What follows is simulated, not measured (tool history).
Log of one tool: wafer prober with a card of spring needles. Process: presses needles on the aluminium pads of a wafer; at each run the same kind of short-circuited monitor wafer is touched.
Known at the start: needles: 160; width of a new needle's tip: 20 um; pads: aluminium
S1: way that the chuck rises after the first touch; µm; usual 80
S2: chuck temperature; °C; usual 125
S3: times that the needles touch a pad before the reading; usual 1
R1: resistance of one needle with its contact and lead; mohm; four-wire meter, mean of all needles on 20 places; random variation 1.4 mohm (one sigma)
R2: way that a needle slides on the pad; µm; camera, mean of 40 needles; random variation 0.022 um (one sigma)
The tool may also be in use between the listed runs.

Run 1, hour 0: usual settings. Result: R1 127 mohm, R2 12.82 µm.
At hour 7.9: tips cleaned on abrasive film.
At hour 15.9: tips cleaned on abrasive film.
At hour 25.7: tips cleaned on abrasive film.
At hour 35.6: tips cleaned on abrasive film.
Run 2, hour 36: usual settings. Result: R1 127 mohm, R2 12.8 µm.
At hour 43.9: tips cleaned on abrasive film.
At hour 48.1: height of the first contact set anew.
At hour 54.1: tips cleaned on abrasive film.
Run 3, hour 56.9: usual settings but S2 46 °C. Result: R1 115 mohm, R2 12.87 µm.
At hour 62.9: tips cleaned on abrasive film.
At hour 72.7: tips cleaned on abrasive film.
At hour 82.6: tips cleaned on abrasive film.
At hour 92.5: tips cleaned on abrasive film.
At hour 102.4: tips cleaned on abrasive film.
Run 4, hour 102.8: usual settings. Result: R1 126 mohm, R2 12.83 µm.
At hour 110.7: tips cleaned on abrasive film.
At hour 120.6: tips cleaned on abrasive film.
At hour 128.5: tips cleaned on abrasive film.
At hour 138.4: tips cleaned on abrasive film.
Run 5, hour 141.7: usual settings. Result: R1 124 mohm, R2 12.81 µm.
At hour 147.7: tips cleaned on abrasive film.
At hour 157.6: tips cleaned on abrasive film.
At hour 167.5: tips cleaned on abrasive film.
Run 6, hour 172.9: usual settings. Result: R1 127 mohm, R2 12.83 µm.
At hour 176.9: tips cleaned on abrasive film.
At hour 186.8: tips cleaned on abrasive film.
At hour 196.6: tips cleaned on abrasive film.
At hour 206.5: tips cleaned on abrasive film.
At hour 216.4: tips cleaned on abrasive film.
Run 7, hour 220.5: usual settings. Result: R1 125 mohm, R2 12.89 µm.
At hour 224.5: tips cleaned on abrasive film.
At hour 234.4: tips cleaned on abrasive film.
At hour 244.3: tips cleaned on abrasive film.
At hour 254.2: tips cleaned on abrasive film.
Run 8, hour 258.9: usual settings. Result: R1 125 mohm, R2 12.85 µm.
At hour 262.9: tips cleaned on abrasive film.
At hour 272.8: tips cleaned on abrasive film.
At hour 280.7: tips cleaned on abrasive film.
Run 9, hour 286.6: usual settings but S2 61 °C. Result: R1 119 mohm, R2 12.88 µm.
At hour 290.6: tips cleaned on abrasive film.
At hour 298.5: tips cleaned on abrasive film.
At hour 308.4: tips cleaned on abrasive film.
At hour 318.3: tips cleaned on abrasive film.
Run 10, hour 322.5: usual settings but S2 61 °C. Result: R1 116 mohm, R2 12.85 µm.
At hour 326.5: tips cleaned on abrasive film.
At hour 336.4: tips cleaned on abrasive film.
Run 11, hour 343.7: usual settings but S2 61 °C. Result: R1 118 mohm, R2 12.85 µm.
At hour 345.8: tips cleaned on abrasive film.
At hour 355.7: tips cleaned on abrasive film.
At hour 365.5: tips cleaned on abrasive film.
At hour 365.8: height of the first contact set anew.
Run 12, hour 366: usual settings but S2 61 °C. Result: R1 117 mohm, R2 12.88 µm.
At hour 374: tips cleaned on abrasive film.
At hour 383.9: tips cleaned on abrasive film.
Run 13, hour 385.7: usual settings but S2 61 °C. Result: R1 119 mohm, R2 12.88 µm.
At hour 393.6: tips cleaned on abrasive film.
At hour 403.5: tips cleaned on abrasive film.
At hour 411.4: tips cleaned on abrasive film.
At hour 421.3: tips cleaned on abrasive film.
Run 14, hour 428.1: usual settings but S2 61 °C. Result: R1 117 mohm, R2 12.93 µm.
At hour 430.1: tips cleaned on abrasive film.
At hour 440: tips cleaned on abrasive film.
At hour 449.9: tips cleaned on abrasive film.
Run 15, hour 454.1: usual settings but S2 61 °C. Result: R1 118 mohm, R2 12.91 µm.
At hour 458.1: tips cleaned on abrasive film.
At hour 466.1: tips cleaned on abrasive film.
At hour 476: tips cleaned on abrasive film.
At hour 485.8: tips cleaned on abrasive film.
At hour 495.7: tips cleaned on abrasive film.
Run 16, hour 500.9: usual settings but S1 95 µm, S2 61 °C. Result: R1 116 mohm, R2 15.35 µm.
At hour 505: tips cleaned on abrasive film.
At hour 514.9: tips cleaned on abrasive film.
At hour 524.7: tips cleaned on abrasive film.
Run 17, hour 525.7: usual settings but S3 3. Result: R1 127 mohm, R2 12.93 µm.
At hour 533.6: tips cleaned on abrasive film.
At hour 543.5: tips cleaned on abrasive film.
Run 18, hour 547.4: usual settings but S1 76 µm, S2 29 °C, S3 3. Result: R1 116 mohm, R2 12.31 µm.
At hour 551.5: tips cleaned on abrasive film.
At hour 561.4: tips cleaned on abrasive film.
At hour 571.3: tips cleaned on abrasive film.
At hour 579.2: tips cleaned on abrasive film.
Run 19, hour 584.9: usual settings but S2 97 °C, S3 2. Result: R1 121 mohm, R2 12.9 µm.
At hour 588.9: tips cleaned on abrasive film.
At hour 598.8: tips cleaned on abrasive film.
At hour 606.8: tips cleaned on abrasive film.
At hour 615.6: tips cleaned on abrasive film.
Run 20, hour 615.6: usual settings but S1 89 µm, S2 60 °C, S3 2. Result: R1 118 mohm, R2 14.38 µm.
At hour 625.5: tips cleaned on abrasive film.
At hour 635.1: tips cleaned on abrasive film.
Run 21, hour 635.1: usual settings but S1 89 µm, S2 60 °C, S3 2. Result: R1 117 mohm, R2 14.37 µm.
At hour 645: tips cleaned on abrasive film.
At hour 654.9: tips cleaned on abrasive film.
Run 22, hour 661.2: usual settings but S3 2. Result: R1 126 mohm, R2 12.93 µm.
At hour 663.3: tips cleaned on abrasive film.
At hour 673.2: tips cleaned on abrasive film.
At hour 683.1: tips cleaned on abrasive film.
At hour 683.4: height of the first contact set anew.
Run 23, hour 684.6: usual settings but S1 90 µm, S2 42 °C. Result: R1 112 mohm, R2 14.53 µm.
At hour 692.5: tips cleaned on abrasive film.
At hour 698.4: gauge calibrated.
At hour 702.4: tips cleaned on abrasive film.
At hour 712.3: tips cleaned on abrasive film.
At hour 722.2: tips cleaned on abrasive film.
Run 24, hour 729.3: usual settings but S1 90 µm, S2 42 °C. Result: R1 114 mohm, R2 14.4 µm.
At hour 731.4: tips cleaned on abrasive film.
At hour 741.2: tips cleaned on abrasive film.
At hour 751.1: tips cleaned on abrasive film.
At hour 761: tips cleaned on abrasive film.
Run 25, hour 765.3: usual settings but S1 63 µm, S2 79 °C, S3 2. Result: R1 124 mohm, R2 10.1 µm.
At hour 769.3: tips cleaned on abrasive film.
At hour 779.2: tips cleaned on abrasive film.
At hour 789: tips cleaned on abrasive film.
Run 26, hour 791.2: usual settings but S1 73 µm, S2 75 °C, S3 2. Result: R1 119 mohm, R2 11.7 µm.
At hour 797.2: tips cleaned on abrasive film.
At hour 807.1: tips cleaned on abrasive film.
At hour 817: tips cleaned on abrasive film.
At hour 824.9: tips cleaned on abrasive film.
At hour 834.8: tips cleaned on abrasive film.
Run 27, hour 837.7: usual settings but S3 2. Result: R1 127 mohm, R2 12.85 µm.

Forecast each of these 4 alternatives for the next run:
At hour 843.7: tips cleaned on abrasive film.
At hour 853.5: tips cleaned on abrasive film.
At hour 863.4: tips cleaned on abrasive film.
At hour 873.3: tips cleaned on abrasive film.
Run A, hour 875: usual settings but S3 2. Result: R1 ?, R2 ?.
At hour 843.7: tips cleaned on abrasive film.
At hour 853.5: tips cleaned on abrasive film.
At hour 863.4: tips cleaned on abrasive film.
At hour 873.3: tips cleaned on abrasive film.
Run B, hour 875: usual settings but S2 70 °C, S3 3. Result: R1 ?, R2 ?.
At hour 843.7: tips cleaned on abrasive film.
At hour 853.5: tips cleaned on abrasive film.
At hour 863.4: tips cleaned on abrasive film.
At hour 873.3: tips cleaned on abrasive film.
Run C, hour 875: usual settings but S3 2. Result: R1 ?, R2 ?.
At hour 843.7: tips cleaned on abrasive film.
At hour 853.5: tips cleaned on abrasive film.
At hour 863.4: tips cleaned on abrasive film.
At hour 873.3: tips cleaned on abrasive film.
Run D, hour 875: usual settings but S2 42 °C, S3 2. Result: R1 ?, R2 ?.

run   R1     R2
  A  127  12.84
  B  120  12.85
  C  126  12.83
  D  116  12.85
Without the tool's hidden state the same runs would have given:
run   R1     R2
  A  127  12.81
  B  119  12.82
  C  126   12.8
  D  116  12.82
